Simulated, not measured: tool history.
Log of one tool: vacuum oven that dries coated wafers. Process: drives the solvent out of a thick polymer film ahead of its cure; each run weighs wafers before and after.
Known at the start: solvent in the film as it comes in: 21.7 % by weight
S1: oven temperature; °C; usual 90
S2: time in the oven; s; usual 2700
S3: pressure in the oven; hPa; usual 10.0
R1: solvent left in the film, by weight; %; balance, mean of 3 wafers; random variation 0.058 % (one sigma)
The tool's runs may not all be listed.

run	hour	S1	S2	S3	R1
1	0.0	90	2700	10.0	3.69
2	47.4	83	2700	10.0	6.97
3	112.0	90	2700	10.5	3.99
4	168.5	90	2700	10.5	3.83
5	220.0	90	2700	10.5	3.87
6	262.7	90	2700	10.5	3.81
7	308.3	79	2820	10.5	9.03
8	391.2	79	2820	10.5	8.89
# hour 396.7: vacuum gauge cleaned of residue and calibrated
9	468.8	79	1380	10.5	12.86
10	564.8	80	4860	36.2	9.76
# hour 614.5: vacuum gauge cleaned of residue and calibrated, once more
11	625.3	80	4860	36.2	9.44

Measured less the same run without the tool's hidden state. The same run-to-run variation is in both; the gauge's scatter may not be:
The hidden state here: true wafer temperature over the reading, C; true pressure over the reading, kPa; drift of the gauge itself on solvent_pct, %.
run	R1
1	+0.84
2	+1.17
3	+0.91
4	+0.93
5	+0.96
6	+0.98
7	+1.38
8	+1.42
9	+1.21
10	+1.67
11	+1.30
